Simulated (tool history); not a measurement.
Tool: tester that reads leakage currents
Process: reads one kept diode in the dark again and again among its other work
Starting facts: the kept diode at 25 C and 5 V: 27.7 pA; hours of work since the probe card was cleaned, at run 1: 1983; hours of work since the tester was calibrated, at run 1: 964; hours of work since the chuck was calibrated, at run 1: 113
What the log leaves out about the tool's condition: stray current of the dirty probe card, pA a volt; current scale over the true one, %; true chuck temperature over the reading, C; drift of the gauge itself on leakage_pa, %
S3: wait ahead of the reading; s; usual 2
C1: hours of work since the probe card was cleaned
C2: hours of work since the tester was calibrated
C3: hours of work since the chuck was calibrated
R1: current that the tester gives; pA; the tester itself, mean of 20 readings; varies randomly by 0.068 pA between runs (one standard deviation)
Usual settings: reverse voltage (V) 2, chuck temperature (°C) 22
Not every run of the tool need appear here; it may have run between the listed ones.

Run 1, hour 0: usual settings; C1 1983; C2 964; C3 113. Result: R1 17.98 pA.
Run 2, hour 14: usual settings but reverse voltage (V) 2.66; C1 1993; C2 975; C3 123. Result: R1 20.59 pA.
Run 3, hour 29.9: usual settings; C1 2005; C2 987; C3 135. Result: R1 17.85 pA.
Run 4, hour 52: usual settings; C1 2021; C2 1003; C3 151. Result: R1 17.86 pA.
Run 5, hour 82.7: usual settings; C1 2044; C2 1025; C3 174. Result: R1 17.88 pA.
Run 6, hour 101.5: usual settings; C1 2058; C2 1039; C3 188. Result: R1 17.86 pA.
Run 7, hour 121.5: usual settings but chuck temperature (°C) 47; C1 2073; C2 1054; C3 202. Result: R1 145.48 pA.
Run 8, hour 140.2: usual settings but reverse voltage (V) 10.73, chuck temperature (°C) 47, S3 0.76 s; C1 2086; C2 1068; C3 216. Result: R1 278.15 pA.

For run 9, what comes out?
At hour 144.3: chuck's temperature calibrated.
Run 9, hour 162.5: usual settings but reverse voltage (V) 10.73, chuck temperature (°C) 47, S3 0.76 s; C1 2101; C2 1083; C3 13. Result: R1 ?.

{"run 9": {"R1": 277.4}}
Were there no unlogged condition in the tool, this run, its random variation unchanged, would have produced R1 266.6 pA.

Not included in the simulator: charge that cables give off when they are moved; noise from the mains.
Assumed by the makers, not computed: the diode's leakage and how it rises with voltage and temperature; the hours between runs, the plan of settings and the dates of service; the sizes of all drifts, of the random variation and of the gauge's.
